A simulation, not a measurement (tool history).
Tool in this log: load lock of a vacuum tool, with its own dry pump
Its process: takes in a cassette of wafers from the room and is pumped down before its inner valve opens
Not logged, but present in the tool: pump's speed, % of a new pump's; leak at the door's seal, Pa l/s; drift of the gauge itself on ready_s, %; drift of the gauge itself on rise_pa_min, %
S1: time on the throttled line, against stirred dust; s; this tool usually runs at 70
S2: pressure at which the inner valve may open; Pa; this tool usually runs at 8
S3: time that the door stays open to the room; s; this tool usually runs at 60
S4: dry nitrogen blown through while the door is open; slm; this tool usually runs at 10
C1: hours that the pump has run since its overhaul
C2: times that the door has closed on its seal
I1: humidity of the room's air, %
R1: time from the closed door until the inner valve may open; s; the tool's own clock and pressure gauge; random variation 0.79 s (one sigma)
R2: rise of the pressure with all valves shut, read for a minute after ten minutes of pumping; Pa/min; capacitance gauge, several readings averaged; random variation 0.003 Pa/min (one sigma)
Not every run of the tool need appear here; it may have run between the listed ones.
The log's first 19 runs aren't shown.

run	hour	S1	S2	S3	S4	C1	C2	I1	R1	R2
20	2884	80	8	76	10	10190	26750	43.8	140.3	0.199
# hour 3111.7: dry pump taken out, an overhauled one fitted
21	3111.7	80	8	76	10	0	27745	48	129.3	0.223
22	3328.2	53	9	76	10	217	28716	40.7	106.8	0.218
23	3487	70	12	60	10	375	29429	43.3	119.3	0.226
24	3599.5	35	11	64	12	488	29933	46.1	90.7	0.232
25	3814.4	70	8	73	15	703	30898	43.2	120.9	0.247
26	3947.7	87	8	60	41	836	31496	43.1	136.4	0.235
27	4143.1	87	8	60	41	1031	32372	46.6	135.3	0.254
28	4352.1	87	8	60	41	1240	33310	44.9	135.1	0.264
29	4483.5	70	14	61	17	1372	33900	44.5	117.2	0.264
30	4707.5	70	10	96	17	1596	34905	42.9	121.6	0.289
31	4865.1	70	10	96	17	1753	35612	45.6	122	0.298
32	5070.7	70	6	141	20	1959	36534	46.8	125.9	0.319
33	5182.6	70	16	60	13	2071	37037	46.2	118.8	0.312
34	5324.7	89	8	60	21	2213	37674	44.5	139.5	0.314
35	5476.7	70	8	60	10	2365	38356	44.5	123.3	0.334
36	5657.3	40	15	60	10	2546	39166	42.9	96	0.335
37	5766.4	45	13	60	4	2655	39656	42.2	101.4	0.344

What if the next run were any one of these 3? Each begins from the tool's condition after run 37:
A	5940.4	115	7	60	22	2829	40436	43.7	?	?
B	5940.4	45	13	60	6	2829	40436	41.8	?	?
C	5940.4	45	6	32	10	2829	40436	47.1	?	?

run	R1	R2
A	163.8	0.345
B	100.2	0.346
C	106.9	0.352
What these runs would have given with no unlogged condition in the tool:
run	R1	R2
A	161.2	0.019
B	97.2	0.021
C	103.5	0.025
